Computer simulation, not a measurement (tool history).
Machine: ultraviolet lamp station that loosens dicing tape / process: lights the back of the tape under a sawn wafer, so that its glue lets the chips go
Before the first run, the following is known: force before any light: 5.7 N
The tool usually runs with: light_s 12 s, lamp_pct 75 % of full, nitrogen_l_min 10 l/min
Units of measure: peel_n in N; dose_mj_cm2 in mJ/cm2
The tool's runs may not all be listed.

| run | hour | light_s | lamp_pct | nitrogen_l_min | peel_n | dose_mj_cm2 |
|---|---|---|---|---|---|---|
| 1 | 0.0 | 12 | 75 | 10 | 0.743 | 238 |
| 2 | 36.2 | 12 | 75 | 10 | 0.723 | 236 |
| 3 | 69.8 | 12 | 75 | 10 | 0.722 | 238 |
| 4 | 99.2 | 12 | 70 | 10 | 0.871 | 219 |
| 5 | 121.7 | 12 | 63 | 10 | 1.067 | 196 |
| 6 | 159.6 | 12 | 85 | 10 | 0.615 | 262 |
| 7 | 200.8 | 12 | 60 | 10 | 1.120 | 181 |
| 8 | 240.9 | 12 | 60 | 10 | 1.170 | 174 |
| 9 | 263.9 | 12 | 75 | 19 | 0.568 | 224 |
| 10 | 304.6 | 12 | 75 | 19 | 0.559 | 223 |
| 11 | 336.2 | 12 | 75 | 19 | 0.580 | 214 |
| 12 | 366.2 | 21 | 69 | 19 | 0.251 | 346 |

Estimate the outcome of run 13 from the log above:
| 13 | 397.8 | 9 | 69 | 8 | ? | ? |

peel_n: 1.731 N
dose_mj_cm2: 150 mJ/cm2
The same run, on a tool lacking any hidden state, would have yielded peel_n 0.927 N, dose_mj_cm2 233 mJ/cm2.
